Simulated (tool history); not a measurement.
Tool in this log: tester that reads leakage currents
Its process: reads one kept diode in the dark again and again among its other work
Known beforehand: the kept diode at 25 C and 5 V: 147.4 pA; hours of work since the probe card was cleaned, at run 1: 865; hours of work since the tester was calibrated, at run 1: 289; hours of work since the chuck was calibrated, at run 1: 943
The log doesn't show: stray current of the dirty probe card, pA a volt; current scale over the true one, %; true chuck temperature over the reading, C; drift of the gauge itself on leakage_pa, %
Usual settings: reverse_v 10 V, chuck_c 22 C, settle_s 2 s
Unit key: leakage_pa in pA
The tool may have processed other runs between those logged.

run    hour  reverse_v  chuck_c  settle_s  hours of work since the probe card was cleaned  hours of work since the tester was calibrated  hours of work since the chuck was calibrated  leakage_pa
  1       0         10       22         2                                             865                                            289                                           943      187.74
  2    45.2        1.1       22         2                                             886                                            311                                           965       63.47
  3    91.9        1.1       22         2                                             909                                            334                                           987       63.28
  4   140.7        1.1       22         2                                             933                                            357                                          1011       63.34
  5   189.1        1.1       22         2                                             956                                            381                                          1034       63.61
  6   216.1        1.1       22      2.17                                             969                                            394                                          1047       63.71
  7   244.1        6.6       22         2                                             983                                            408                                          1061      153.39
  8   297.5        6.6       22         2                                            1009                                            433                                          1087      155.34
  9   348.1        6.6       22         2                                            1033                                            458                                          1112      154.68
      389.2  -- probe card cleaned and baked
 10   398.3        6.6       22         2                                               4                                            481                                          1134      140.31
 11   456.2         10       22         2                                              33                                            509                                          1163      170.78
 12     494         10       22         2                                              51                                            527                                          1181      171.94
 13   539.2         10       22         2                                              73                                            549                                          1203      172.26
 14   590.5         10       46         2                                              98                                            574                                          1228     1117.58
 15   646.2          2       46         2                                             125                                            601                                          1255      538.33
 16   705.7          2       46         2                                             154                                            630                                          1284      538.79
 17   739.1          2       46         2                                             170                                            646                                          1300      540.05
 18   792.6         10       22      0.78                                             196                                            672                                          1326      179.23
 19   855.9         10       22      0.85                                             226                                            703                                          1356      179.72
 20   901.7         10       22      0.85                                             249                                            725                                          1379      179.94
 21   930.2        2.5       22      6.82                                             263                                            739                                          1393       93.41
 22   978.7        2.5       22      6.82                                             286                                            763                                          1416       93.13
 23  1030.5       11.7       51         2                                             311                                            788                                          1441     1748.03
 24  1069.9       17.2       54         2                                             330                                            807                                          1460     2563.41
 25  1098.9        3.2       27      6.02                                             344                                            821                                          1474      158.34
 26  1124.8         10       22      4.16                                             357                                            833                                          1487      180.43
 27  1152.1        5.6       44         2                                             370                                            847                                          1500      757.01
 28  1178.4        1.1       26       5.3                                             383                                            859                                          1513       89.32
 29  1237.2        1.1       26       5.3                                             411                                            888                                          1542       89.41
 30  1280.9        1.6       26       5.3                                             433                                            909                                          1563      107.07
 31  1309.7        1.6       26      1.79                                             447                                            923                                          1577      107.05
 32    1374          6       22      1.01                                             478                                            954                                          1608      146.56
 33  1404.1        3.6       29      0.41                                             492                                            969                                          1623       201.8
 34  1468.2       17.7       31      6.44                                             524                                           1000                                          1654      493.47
 35  1511.4       17.7       31      6.44                                             545                                           1021                                          1675       496.4
 36  1547.7       17.4       60      6.44                                             562                                           1039                                          1692     3927.98
 37  1590.5       17.4       60      4.25                                             583                                           1059                                          1713     3920.02
 38  1647.8       17.4       60      4.25                                             611                                           1087                                          1741     3949.23
 39  1708.1       17.4       60      4.25                                             640                                           1116                                          1770     3945.89

Forecast each of these 5 alternatives for the next run:
  A  1748.3       17.4       60      0.34                                             660                                           1136                                          1790           ?
  B  1748.3        7.9       58      4.25                                             660                                           1136                                          1790           ?
  C  1748.3        1.8       37      3.89                                             660                                           1136                                          1790           ?
  D  1748.3          5       22      2.48                                             660                                           1136                                          1790           ?
  E  1748.3        2.6       41       0.8                                             660                                           1136                                          1790           ?

run  leakage_pa
  A     3980.47
  B     2406.48
  C      274.52
  D      135.72
  E      437.05
Without the tool's unlogged condition, the same runs would have read:
run  leakage_pa
  A     3621.83
  B     2189.16
  C      245.12
  D         115
  E      391.82

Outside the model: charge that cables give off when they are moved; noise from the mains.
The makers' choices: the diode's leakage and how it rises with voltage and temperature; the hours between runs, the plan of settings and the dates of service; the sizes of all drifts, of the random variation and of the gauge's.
